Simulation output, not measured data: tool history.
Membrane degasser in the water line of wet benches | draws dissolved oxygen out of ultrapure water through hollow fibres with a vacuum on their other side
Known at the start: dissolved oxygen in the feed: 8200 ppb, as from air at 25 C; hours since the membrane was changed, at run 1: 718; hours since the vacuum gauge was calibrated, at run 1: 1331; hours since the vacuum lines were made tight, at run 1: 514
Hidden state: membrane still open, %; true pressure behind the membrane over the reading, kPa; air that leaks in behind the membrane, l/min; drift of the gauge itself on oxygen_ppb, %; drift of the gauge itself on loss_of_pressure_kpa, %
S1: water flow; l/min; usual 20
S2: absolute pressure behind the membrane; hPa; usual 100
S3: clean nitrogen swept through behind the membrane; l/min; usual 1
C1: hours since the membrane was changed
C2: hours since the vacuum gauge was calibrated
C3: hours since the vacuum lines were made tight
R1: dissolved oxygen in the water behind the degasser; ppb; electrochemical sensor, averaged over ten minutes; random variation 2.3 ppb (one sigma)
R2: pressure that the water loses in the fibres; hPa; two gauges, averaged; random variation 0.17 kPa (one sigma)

run	hour	S1	S2	S3	C1	C2	C3	R1	R2
1	0	20	100	1	718	1331	514	316.6	287.9
2	36.3	20	100	1	755	1367	551	312	284.1
3	69.9	20	100	1	788	1401	584	314.5	286.1
4	106.2	26	100	1	825	1437	621	423.8	370.5
5	129.5	26	100	1	848	1460	644	426.9	372.4
6	168	20	100	0.73	886	1499	682	400.5	283.9
7	202.4	20	100	1	921	1533	717	312.9	285.1
8	225.9	20	100	1	944	1557	740	312.9	287.3
9	257.1	20	100	1	976	1588	771	314.5	287
10	291.4	20	100	1	1010	1622	806	310.8	286.8
# hour 293.9: vacuum gauge calibrated
11	332.5	20	100	1	1051	39	846	313.8	285.1
12	373	20	100	1	1091	79	887	320.8	285.2
13	415.3	20	100	1	1133	121	929	316.8	287.6
14	446	20	205	1	1164	152	960	733.4	286.7
15	493.3	20	100	1	1211	199	1007	319.1	286.9
# hour 498.4: vacuum gauge calibrated, once more
16	531	16	100	1	1248	33	1044	247.4	225.5
17	563.7	13	100	1	1281	65	1077	200.6	185.2
18	607.1	22	100	2.36	1325	109	1120	176.9	317.2
19	640.1	22	100	2.36	1358	142	1154	176.1	316.9
20	686.4	22	100	2.36	1404	188	1200	174.5	314.4
21	728.5	16	97	1.04	1446	230	1242	226.7	228.7
22	773	27	177	2.32	1490	275	1286	438.4	387.8
23	794	12	195	2.32	1511	296	1307	202.9	167.3
24	818	12	195	2.32	1535	320	1331	204.3	168.5
25	843.4	12	195	0.94	1561	345	1357	463.6	173.1
26	886.6	28	114	1.37	1604	388	1400	426.7	401.9
27	916.2	28	114	1.37	1634	418	1430	435.4	399.8
28	959	28	100	2.36	1676	461	1472	258.6	402.7
29	988.5	18	81	1.8	1706	490	1502	125.2	255.9
30	1032.2	14	100	0.68	1750	534	1546	306.5	201.6
31	1075.4	14	100	0.68	1793	577	1589	303.7	200.3

Forecast each of these 3 alternatives for the next run:
A	1117.8	25	70	1.54	1835	619	1631	?	?
B	1117.8	20	100	1	1835	619	1631	?	?
C	1117.8	14	65	0.68	1835	619	1631	?	?

run	R1	R2
A	186.6	356
B	314.9	284.1
C	153.3	198.1
Without the tool's hidden state the same runs would have given:
run	R1	R2
A	184.3	352.7
B	313.4	281.4
C	152.9	196.2
